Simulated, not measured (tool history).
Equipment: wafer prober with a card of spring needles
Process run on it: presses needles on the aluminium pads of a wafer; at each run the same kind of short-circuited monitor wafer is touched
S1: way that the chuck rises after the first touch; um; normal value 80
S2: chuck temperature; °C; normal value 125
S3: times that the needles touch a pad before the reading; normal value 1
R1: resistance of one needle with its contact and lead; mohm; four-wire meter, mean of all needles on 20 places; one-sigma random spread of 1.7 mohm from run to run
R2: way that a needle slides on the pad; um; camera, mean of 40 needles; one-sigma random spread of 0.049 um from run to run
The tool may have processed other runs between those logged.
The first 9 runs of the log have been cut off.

{"day": 5.504, "done": "tips cleaned on abrasive film"}
{"run": 10, "day": 5.842, "S1": 80, "S2": 125, "S3": 1, "R1": 166, "R2": 16.1}
{"day": 6.325, "done": "tips cleaned on abrasive film"}
{"run": 11, "day": 6.804, "S1": 80, "S2": 28, "S3": 1, "R1": 151, "R2": 16.15}
{"day": 7.108, "done": "tips cleaned on abrasive film"}
{"run": 12, "day": 7.658, "S1": 80, "S2": 28, "S3": 1, "R1": 150, "R2": 16.15}
{"day": 7.875, "done": "tips cleaned on abrasive film"}
{"run": 13, "day": 8.162, "S1": 86, "S2": 28, "S3": 1, "R1": 150, "R2": 17.35}
{"day": 8.612, "done": "tips cleaned on abrasive film"}
{"run": 14, "day": 9.133, "S1": 86, "S2": 28, "S3": 1, "R1": 148, "R2": 17.42}
{"day": 9.4, "done": "tips cleaned on abrasive film"}
{"run": 15, "day": 9.858, "S1": 75, "S2": 125, "S3": 1, "R1": 165, "R2": 15.24}
{"day": 10.158, "done": "tips cleaned on abrasive film"}
{"run": 16, "day": 10.679, "S1": 80, "S2": 125, "S3": 1, "R1": 165, "R2": 16.22}
{"day": 10.917, "done": "tips cleaned on abrasive film"}
{"day": 11.667, "done": "tips cleaned on abrasive film"}
{"run": 17, "day": 11.667, "S1": 77, "S2": 125, "S3": 1, "R1": 168, "R2": 15.58}
{"day": 12.417, "done": "tips cleaned on abrasive film"}
{"run": 18, "day": 12.546, "S1": 73, "S2": 125, "S3": 1, "R1": 168, "R2": 14.95}
{"run": 19, "day": 13.029, "S1": 73, "S2": 125, "S3": 1, "R1": 167, "R2": 14.93}
{"day": 13.188, "done": "gauge calibrated"}
{"day": 13.192, "done": "tips cleaned on abrasive film"}
{"run": 20, "day": 13.608, "S1": 90, "S2": 106, "S3": 1, "R1": 164, "R2": 17.92}
{"day": 13.942, "done": "tips cleaned on abrasive film"}
{"run": 21, "day": 14.121, "S1": 90, "S2": 106, "S3": 1, "R1": 162, "R2": 18.02}
{"day": 14.712, "done": "tips cleaned on abrasive film"}
{"run": 22, "day": 14.779, "S1": 90, "S2": 106, "S3": 1, "R1": 160, "R2": 18}
{"run": 23, "day": 15.279, "S1": 80, "S2": 125, "S3": 3, "R1": 165, "R2": 15.94}
{"day": 15.45, "done": "tips cleaned on abrasive film"}
{"day": 16.212, "done": "tips cleaned on abrasive film"}
{"run": 24, "day": 16.267, "S1": 75, "S2": 125, "S3": 1, "R1": 168, "R2": 15.05}
{"day": 16.958, "done": "tips cleaned on abrasive film"}
{"run": 25, "day": 17.229, "S1": 80, "S2": 125, "S3": 3, "R1": 168, "R2": 16.06}
{"day": 17.725, "done": "tips cleaned on abrasive film"}
{"run": 26, "day": 17.996, "S1": 80, "S2": 125, "S3": 3, "R1": 166, "R2": 16.07}
{"day": 18.504, "done": "tips cleaned on abrasive film"}
{"run": 27, "day": 18.862, "S1": 80, "S2": 45, "S3": 3, "R1": 155, "R2": 16.05}
{"day": 19.271, "done": "tips cleaned on abrasive film"}
{"run": 28, "day": 19.75, "S1": 80, "S2": 36, "S3": 1, "R1": 151, "R2": 16.16}
{"day": 20.075, "done": "tips cleaned on abrasive film"}
{"run": 29, "day": 20.229, "S1": 67, "S2": 37, "S3": 1, "R1": 153, "R2": 13.55}
{"run": 30, "day": 20.75, "S1": 99, "S2": 98, "S3": 1, "R1": 160, "R2": 20.02}
{"day": 20.833, "done": "tips cleaned on abrasive film"}
{"run": 31, "day": 21.512, "S1": 79, "S2": 48, "S3": 1, "R1": 154, "R2": 15.91}
{"day": 21.621, "done": "tips cleaned on abrasive film"}
{"run": 32, "day": 22.204, "S1": 93, "S2": 74, "S3": 2, "R1": 157, "R2": 18.86}
{"day": 22.354, "done": "tips cleaned on abrasive film"}
{"run": 33, "day": 22.717, "S1": 73, "S2": 125, "S3": 1, "R1": 170, "R2": 14.69}

Forecast each of these 3 alternatives for the next run:
{"day": 23.108, "done": "tips cleaned on abrasive film"}
{"run": "A", "day": 23.221, "S1": 73, "S2": 45, "S3": 2, "R1": "?", "R2": "?"}
{"day": 23.108, "done": "tips cleaned on abrasive film"}
{"run": "B", "day": 23.221, "S1": 73, "S2": 122, "S3": 1, "R1": "?", "R2": "?"}
{"day": 23.108, "done": "tips cleaned on abrasive film"}
{"run": "C", "day": 23.221, "S1": 64, "S2": 124, "S3": 2, "R1": "?", "R2": "?"}

run=A R1=153 R2=14.78
run=B R1=165 R2=14.71
run=C R1=165 R2=12.89
The same runs, with their run-to-run variation unchanged, on a tool lacking any hidden condition would have given:
run=A R1=153 R2=14.53
run=B R1=165 R2=14.46
run=C R1=165 R2=12.67

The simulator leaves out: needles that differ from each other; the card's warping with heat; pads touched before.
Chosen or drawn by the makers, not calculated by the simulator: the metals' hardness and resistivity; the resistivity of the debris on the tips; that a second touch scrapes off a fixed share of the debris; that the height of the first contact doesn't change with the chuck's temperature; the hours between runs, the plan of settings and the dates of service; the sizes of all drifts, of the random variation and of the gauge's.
